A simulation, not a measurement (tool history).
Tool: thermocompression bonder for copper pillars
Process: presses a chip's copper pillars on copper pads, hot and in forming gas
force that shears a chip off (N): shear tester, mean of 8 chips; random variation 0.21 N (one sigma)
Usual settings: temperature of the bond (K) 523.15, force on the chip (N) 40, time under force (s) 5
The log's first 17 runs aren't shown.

| run | hour | temperature of the bond (K) | force on the chip (N) | time under force (s) | hours of work since the heater was calibrated | hours of work since the force cell was calibrated | hours of work since the gas filter was changed | force that shears a chip off (N) |
|---|---|---|---|---|---|---|---|---|
| 18 | 617.1 | 523.15 | 40 | 5 | 1070 | 568 | 229 | 44.0 |
| 19 | 663.0 | 523.15 | 40 | 5 | 1107 | 604 | 265 | 43.9 |
|  | 677.9 | forming gas filter changed |
| 20 | 699.5 | 523.15 | 40 | 7 | 1135 | 633 | 17 | 49.3 |
| 21 | 720.9 | 523.15 | 31 | 11 | 1152 | 650 | 34 | 50.7 |
| 22 | 753.9 | 511.15 | 34 | 6 | 1178 | 676 | 60 | 35.2 |
| 23 | 774.8 | 547.15 | 34 | 4 | 1195 | 692 | 77 | 50.5 |
| 24 | 796.1 | 547.15 | 34 | 4 | 1212 | 709 | 94 | 50.6 |
| 25 | 828.5 | 500.15 | 38 | 6 | 1237 | 735 | 119 | 31.7 |
|  | 842.2 | heater calibrated with a thermocouple chip |
| 26 | 865.9 | 499.15 | 27 | 13 | 19 | 763 | 147 | 35.3 |
| 27 | 907.5 | 508.15 | 60 | 5 | 52 | 796 | 180 | 43.2 |
| 28 | 933.6 | 523.15 | 31 | 5 | 72 | 817 | 201 | 37.7 |
| 29 | 968.7 | 523.15 | 34 | 3 | 100 | 844 | 229 | 32.3 |
| 30 | 1002.1 | 523.15 | 43 | 14 | 127 | 871 | 255 | 63.5 |
| 31 | 1026.6 | 545.15 | 58 | 15 | 146 | 890 | 275 | 86.4 |
|  | 1030.2 | forming gas filter changed |
| 32 | 1056.6 | 506.15 | 26 | 3 | 169 | 914 | 21 | 20.6 |
| 33 | 1087.1 | 511.15 | 40 | 7 | 194 | 938 | 45 | 41.2 |
| 34 | 1107.2 | 533.15 | 27 | 7 | 210 | 954 | 61 | 45.1 |
| 35 | 1154.2 | 533.15 | 27 | 7 | 247 | 991 | 98 | 44.8 |
| 36 | 1197.1 | 533.15 | 42 | 3 | 281 | 1025 | 132 | 41.5 |
| 37 | 1237.6 | 507.15 | 53 | 8 | 313 | 1057 | 164 | 46.5 |
| 38 | 1259.7 | 551.15 | 54 | 7 | 330 | 1075 | 182 | 73.8 |

Forecast each of these 4 alternatives for the next run:
|  | 1266.6 | gauge calibrated |
| A | 1293.9 | 499.15 | 40 | 5 | 357 | 1102 | 209 | ? |
|  | 1266.6 | gauge calibrated |
| B | 1293.9 | 501.15 | 54 | 13 | 357 | 1102 | 209 | ? |
|  | 1266.6 | gauge calibrated |
| C | 1293.9 | 505.15 | 48 | 13 | 357 | 1102 | 209 | ? |
|  | 1266.6 | gauge calibrated |
| D | 1293.9 | 507.15 | 54 | 9 | 357 | 1102 | 209 | ? |

| run | force that shears a chip off (N) |
|---|---|
| A | 30.1 |
| B | 53.4 |
| C | 53.4 |
| D | 51.0 |
Without the tool's hidden state the same runs would have given:
| run | force that shears a chip off (N) |
|---|---|
| A | 30.1 |
| B | 53.4 |
| C | 53.4 |
| D | 51.0 |
